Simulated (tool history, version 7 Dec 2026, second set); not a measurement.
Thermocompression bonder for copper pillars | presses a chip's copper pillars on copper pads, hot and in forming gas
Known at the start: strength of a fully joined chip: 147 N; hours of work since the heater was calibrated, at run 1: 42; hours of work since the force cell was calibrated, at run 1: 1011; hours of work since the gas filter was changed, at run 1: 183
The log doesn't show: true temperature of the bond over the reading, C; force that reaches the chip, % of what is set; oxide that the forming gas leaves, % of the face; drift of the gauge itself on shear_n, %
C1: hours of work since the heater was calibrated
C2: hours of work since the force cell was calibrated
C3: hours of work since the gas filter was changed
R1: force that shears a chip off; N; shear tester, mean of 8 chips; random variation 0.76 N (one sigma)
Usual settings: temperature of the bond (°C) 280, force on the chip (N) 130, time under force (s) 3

run 1 hour=0.0 | temperature_of_the_bond_(°C)=280 force_on_the_chip_(N)=130 time_under_force_(s)=3 | C1=42 C2=1011 C3=183 | R1=106.1
run 2 hour=48.5 | temperature_of_the_bond_(°C)=280 force_on_the_chip_(N)=130 time_under_force_(s)=3 | C1=65 C2=1034 C3=206 | R1=103.7
run 3 hour=106.3 | temperature_of_the_bond_(°C)=280 force_on_the_chip_(N)=111 time_under_force_(s)=3 | C1=92 C2=1061 C3=233 | R1=97.5
run 4 hour=151.8 | temperature_of_the_bond_(°C)=280 force_on_the_chip_(N)=111 time_under_force_(s)=3 | C1=113 C2=1082 C3=254 | R1=97.6
run 5 hour=187.4 | temperature_of_the_bond_(°C)=280 force_on_the_chip_(N)=111 time_under_force_(s)=3 | C1=130 C2=1098 C3=271 | R1=96.9
run 6 hour=244.1 | temperature_of_the_bond_(°C)=280 force_on_the_chip_(N)=111 time_under_force_(s)=3 | C1=156 C2=1125 C3=297 | R1=98.1
run 7 hour=304.2 | temperature_of_the_bond_(°C)=280 force_on_the_chip_(N)=111 time_under_force_(s)=3 | C1=184 C2=1153 C3=325 | R1=96.5
-- hour=339.7 forming gas filter changed
run 8 hour=341.5 | temperature_of_the_bond_(°C)=280 force_on_the_chip_(N)=111 time_under_force_(s)=3 | C1=202 C2=1170 C3=1 | R1=100.2
run 9 hour=390.4 | temperature_of_the_bond_(°C)=280 force_on_the_chip_(N)=111 time_under_force_(s)=3 | C1=224 C2=1193 C3=24 | R1=98.8
run 10 hour=446.8 | temperature_of_the_bond_(°C)=280 force_on_the_chip_(N)=87 time_under_force_(s)=3 | C1=251 C2=1219 C3=50 | R1=90.5
run 11 hour=483.3 | temperature_of_the_bond_(°C)=280 force_on_the_chip_(N)=87 time_under_force_(s)=3 | C1=268 C2=1236 C3=67 | R1=88.9
run 12 hour=528.6 | temperature_of_the_bond_(°C)=280 force_on_the_chip_(N)=87 time_under_force_(s)=3 | C1=289 C2=1258 C3=88 | R1=89.9
run 13 hour=567.1 | temperature_of_the_bond_(°C)=280 force_on_the_chip_(N)=183 time_under_force_(s)=3 | C1=307 C2=1276 C3=106 | R1=114.6
run 14 hour=619.3 | temperature_of_the_bond_(°C)=280 force_on_the_chip_(N)=130 time_under_force_(s)=3 | C1=331 C2=1300 C3=131 | R1=103.4
run 15 hour=655.7 | temperature_of_the_bond_(°C)=280 force_on_the_chip_(N)=130 time_under_force_(s)=3 | C1=348 C2=1317 C3=148 | R1=101.8
run 16 hour=712.8 | temperature_of_the_bond_(°C)=280 force_on_the_chip_(N)=130 time_under_force_(s)=3 | C1=375 C2=1344 C3=174 | R1=100.6
-- hour=719.4 force cell calibrated
run 17 hour=749.8 | temperature_of_the_bond_(°C)=280 force_on_the_chip_(N)=130 time_under_force_(s)=3 | C1=392 C2=14 C3=191 | R1=98.6
run 18 hour=810.3 | temperature_of_the_bond_(°C)=280 force_on_the_chip_(N)=130 time_under_force_(s)=3 | C1=420 C2=42 C3=219 | R1=97.3
run 19 hour=844.9 | temperature_of_the_bond_(°C)=280 force_on_the_chip_(N)=130 time_under_force_(s)=2 | C1=436 C2=59 C3=235 | R1=85.7
run 20 hour=907.4 | temperature_of_the_bond_(°C)=280 force_on_the_chip_(N)=107 time_under_force_(s)=5 | C1=465 C2=88 C3=265 | R1=104.1
run 21 hour=941.9 | temperature_of_the_bond_(°C)=280 force_on_the_chip_(N)=107 time_under_force_(s)=5 | C1=481 C2=104 C3=281 | R1=102.3
run 22 hour=994.3 | temperature_of_the_bond_(°C)=299 force_on_the_chip_(N)=84 time_under_force_(s)=9 | C1=506 C2=128 C3=305 | R1=122.5
run 23 hour=1042.2 | temperature_of_the_bond_(°C)=299 force_on_the_chip_(N)=84 time_under_force_(s)=9 | C1=528 C2=151 C3=328 | R1=120.9
-- hour=1072.2 forming gas filter changed
run 24 hour=1076.2 | temperature_of_the_bond_(°C)=310 force_on_the_chip_(N)=127 time_under_force_(s)=3 | C1=544 C2=166 C3=2 | R1=122.0
-- hour=1114.6 heater calibrated with a thermocouple chip
run 25 hour=1127.0 | temperature_of_the_bond_(°C)=280 force_on_the_chip_(N)=94 time_under_force_(s)=3 | C1=6 C2=189 C3=25 | R1=94.3
run 26 hour=1181.7 | temperature_of_the_bond_(°C)=273 force_on_the_chip_(N)=110 time_under_force_(s)=2 | C1=31 C2=215 C3=50 | R1=84.2
run 27 hour=1208.3 | temperature_of_the_bond_(°C)=262 force_on_the_chip_(N)=80 time_under_force_(s)=3 | C1=44 C2=227 C3=63 | R1=72.1
run 28 hour=1254.0 | temperature_of_the_bond_(°C)=263 force_on_the_chip_(N)=80 time_under_force_(s)=3 | C1=65 C2=249 C3=84 | R1=71.4
run 29 hour=1287.3 | temperature_of_the_bond_(°C)=263 force_on_the_chip_(N)=80 time_under_force_(s)=3 | C1=81 C2=264 C3=100 | R1=71.7
run 30 hour=1312.5 | temperature_of_the_bond_(°C)=309 force_on_the_chip_(N)=186 time_under_force_(s)=3 | C1=92 C2=276 C3=111 | R1=132.8
run 31 hour=1343.3 | temperature_of_the_bond_(°C)=280 force_on_the_chip_(N)=130 time_under_force_(s)=3 | C1=107 C2=290 C3=126 | R1=103.6
run 32 hour=1370.9 | temperature_of_the_bond_(°C)=302 force_on_the_chip_(N)=158 time_under_force_(s)=3 | C1=120 C2=303 C3=139 | R1=127.0
run 33 hour=1402.6 | temperature_of_the_bond_(°C)=263 force_on_the_chip_(N)=123 time_under_force_(s)=4 | C1=135 C2=318 C3=153 | R1=93.7
run 34 hour=1460.2 | temperature_of_the_bond_(°C)=283 force_on_the_chip_(N)=185 time_under_force_(s)=3 | C1=161 C2=345 C3=180 | R1=117.8
run 35 hour=1501.0 | temperature_of_the_bond_(°C)=283 force_on_the_chip_(N)=185 time_under_force_(s)=3 | C1=181 C2=364 C3=199 | R1=116.0

Forecast each of these 5 alternatives for the next run:
run A hour=1542.5 | temperature_of_the_bond_(°C)=294 force_on_the_chip_(N)=128 time_under_force_(s)=5 | C1=200 C2=383 C3=219 | R1=?
run B hour=1542.5 | temperature_of_the_bond_(°C)=283 force_on_the_chip_(N)=181 time_under_force_(s)=8 | C1=200 C2=383 C3=219 | R1=?
run C hour=1542.5 | temperature_of_the_bond_(°C)=301 force_on_the_chip_(N)=130 time_under_force_(s)=3 | C1=200 C2=383 C3=219 | R1=?
run D hour=1542.5 | temperature_of_the_bond_(°C)=281 force_on_the_chip_(N)=185 time_under_force_(s)=9 | C1=200 C2=383 C3=219 | R1=?
run E hour=1542.5 | temperature_of_the_bond_(°C)=262 force_on_the_chip_(N)=81 time_under_force_(s)=2 | C1=200 C2=383 C3=219 | R1=?

run=A R1=123.3
run=B R1=131.9
run=C R1=118.3
run=D R1=134.0
run=E R1=60.0
Without the tool's hidden state the same runs would have given:
run=A R1=127.5
run=B R1=136.0
run=C R1=122.5
run=D R1=138.1
run=E R1=63.0
